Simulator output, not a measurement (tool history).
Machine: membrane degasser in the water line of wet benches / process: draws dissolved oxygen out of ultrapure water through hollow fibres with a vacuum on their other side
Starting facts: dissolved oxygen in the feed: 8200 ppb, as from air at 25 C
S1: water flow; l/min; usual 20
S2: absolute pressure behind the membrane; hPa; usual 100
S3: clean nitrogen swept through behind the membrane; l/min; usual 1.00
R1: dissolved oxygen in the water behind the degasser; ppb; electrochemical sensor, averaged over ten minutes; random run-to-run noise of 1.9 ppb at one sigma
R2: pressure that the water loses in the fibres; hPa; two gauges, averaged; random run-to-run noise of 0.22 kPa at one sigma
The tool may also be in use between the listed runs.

run      day  S1   S2    S3     R1     R2
  1    0.000  20  100  1.00  296.9  560.8
  2    5.042  20  100  1.00  297.3  556.4
  3   10.471  20  100  1.00  296.5  557.9
  4   19.504  20  100  0.51  507.4  559.2
  5   25.108  20  141  1.00  466.0  560.7
  6   29.417  16  141  1.00  382.9  444.0
  7   34.125  16  141  1.00  385.8  447.5
  8   39.654  20  100  1.00  292.8  558.2
  9   47.525  20  100  1.00  296.8  558.5
 10   56.508  20  223  1.00  781.8  560.3
 11   61.283  20  100  1.00  297.4  557.2
 12   65.571  20  100  1.00  294.3  554.7
 13   72.833  20  100  1.00  293.1  553.8
 14   76.779  20  100  1.00  295.2  561.2
 15   84.867  20   77  1.00  198.7  562.0
 16   92.312  20   77  1.00  197.3  556.2
 17   98.133  15  100  1.00  227.4  416.0
 18  103.158  15  100  1.00  226.3  421.2

Run 19 has not been measured yet. What should we expect?
 19  110.362  15  100  1.69   ?   ?

{"run 19": {"R1": 143.1, "R2": 417.8}}
On a tool with no hidden condition, and with the same random variation, this run would have come out at R1 142.8 ppb, R2 417.4 hPa.

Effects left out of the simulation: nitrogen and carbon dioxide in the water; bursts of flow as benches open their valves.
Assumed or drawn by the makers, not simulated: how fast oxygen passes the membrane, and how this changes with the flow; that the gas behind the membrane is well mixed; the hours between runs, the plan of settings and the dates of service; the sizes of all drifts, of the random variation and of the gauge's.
